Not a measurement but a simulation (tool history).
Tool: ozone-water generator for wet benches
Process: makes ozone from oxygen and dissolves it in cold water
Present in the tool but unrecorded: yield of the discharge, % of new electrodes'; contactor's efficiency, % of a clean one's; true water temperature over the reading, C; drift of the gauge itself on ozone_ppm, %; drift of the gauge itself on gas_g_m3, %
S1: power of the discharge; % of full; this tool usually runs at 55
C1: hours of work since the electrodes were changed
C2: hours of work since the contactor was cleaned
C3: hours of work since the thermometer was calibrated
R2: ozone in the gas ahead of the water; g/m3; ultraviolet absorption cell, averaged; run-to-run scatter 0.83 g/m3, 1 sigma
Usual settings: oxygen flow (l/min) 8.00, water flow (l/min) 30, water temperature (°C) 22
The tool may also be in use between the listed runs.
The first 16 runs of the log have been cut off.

Run 17, day 15.588: usual settings but water flow (l/min) 32; C1 1274; C2 4702; C3 440. Result: dissolved ozone (ppm) 11.8, R2 131.0 g/m3.
Run 18, day 16.383: usual settings but water flow (l/min) 32; C1 1292; C2 4720; C3 459. Result: dissolved ozone (ppm) 12.1, R2 129.5 g/m3.
Run 19, day 17.504: usual settings but S1 60 % of full, water flow (l/min) 37; C1 1318; C2 4747; C3 485. Result: dissolved ozone (ppm) 11.0, R2 139.4 g/m3.
Run 20, day 18.775: usual settings but S1 60 % of full, water flow (l/min) 37; C1 1348; C2 4776; C3 515. Result: dissolved ozone (ppm) 11.1, R2 139.1 g/m3.
Run 21, day 19.496: usual settings but S1 93 % of full, water flow (l/min) 37; C1 1365; C2 4793; C3 531. Result: dissolved ozone (ppm) 16.0, R2 198.5 g/m3.
Run 22, day 20.733: usual settings but S1 63 % of full, water temperature (°C) 23; C1 1394; C2 4822; C3 560. Result: dissolved ozone (ppm) 13.9, R2 144.2 g/m3.
At day 20.883: water thermometer calibrated.
Run 23, day 22.021: usual settings but S1 63 % of full, water temperature (°C) 23; C1 1423; C2 4852; C3 27. Result: dissolved ozone (ppm) 13.8, R2 143.9 g/m3.
Run 24, day 23.096: usual settings but S1 93 % of full, oxygen flow (l/min) 10.70; C1 1448; C2 4877; C3 52. Result: dissolved ozone (ppm) 19.6, R2 174.7 g/m3.
Run 25, day 23.808: usual settings but S1 77 % of full, oxygen flow (l/min) 4.18, water temperature (°C) 18; C1 1465; C2 4893; C3 68. Result: dissolved ozone (ppm) 15.0, R2 219.1 g/m3.
Run 26, day 24.808: usual settings but S1 51 % of full, oxygen flow (l/min) 8.86, water temperature (°C) 26; C1 1488; C2 4917; C3 92. Result: dissolved ozone (ppm) 11.0, R2 116.6 g/m3.
Run 27, day 25.704: usual settings but S1 59 % of full, oxygen flow (l/min) 7.05, water flow (l/min) 28, water temperature (°C) 23; C1 1509; C2 4938; C3 113. Result: dissolved ozone (ppm) 13.7, R2 145.2 g/m3.
Run 28, day 26.246: usual settings but oxygen flow (l/min) 4.78, water flow (l/min) 19; C1 1522; C2 4950; C3 125. Result: dissolved ozone (ppm) 17.0, R2 157.1 g/m3.
Run 29, day 27.208: usual settings but oxygen flow (l/min) 4.78, water flow (l/min) 19; C1 1544; C2 4973; C3 148. Result: dissolved ozone (ppm) 17.2, R2 157.0 g/m3.
At day 27.829: water thermometer calibrated, once more.
Run 30, day 27.879: usual settings but S1 62 % of full, oxygen flow (l/min) 9.01; C1 1560; C2 4988; C3 1. Result: dissolved ozone (ppm) 13.8, R2 136.4 g/m3.
Run 31, day 29.217: usual settings but oxygen flow (l/min) 10.57, water flow (l/min) 18, water temperature (°C) 28; C1 1591; C2 5019; C3 32. Result: dissolved ozone (ppm) 16.3, R2 115.6 g/m3.
Run 32, day 30.258: usual settings but oxygen flow (l/min) 6.68, water flow (l/min) 18, water temperature (°C) 17; C1 1615; C2 5044; C3 57. Result: dissolved ozone (ppm) 20.0, R2 138.6 g/m3.

Below are 3 alternative next runs, each starting from the tool's condition after run 32. Predict each:
Run A, day 31.321: usual settings but oxygen flow (l/min) 4.33; C1 1640; C2 5068; C3 82. Result: dissolved ozone (ppm) ?, R2 ?.
Run B, day 31.321: usual settings but water flow (l/min) 31, water temperature (°C) 24; C1 1640; C2 5068; C3 82. Result: dissolved ozone (ppm) ?, R2 ?.
Run C, day 31.321: usual settings but water flow (l/min) 38; C1 1640; C2 5068; C3 82. Result: dissolved ozone (ppm) ?, R2 ?.

run  dissolved ozone (ppm)     R2
  A                   11.1  163.7
  B                   11.8  129.3
  C                   10.0  128.6
Stripped of hidden state, with their random variation kept, the same runs would have yielded:
run  dissolved ozone (ppm)     R2
  A                   11.7  167.5
  B                   12.5  132.3
  C                   10.6  131.5
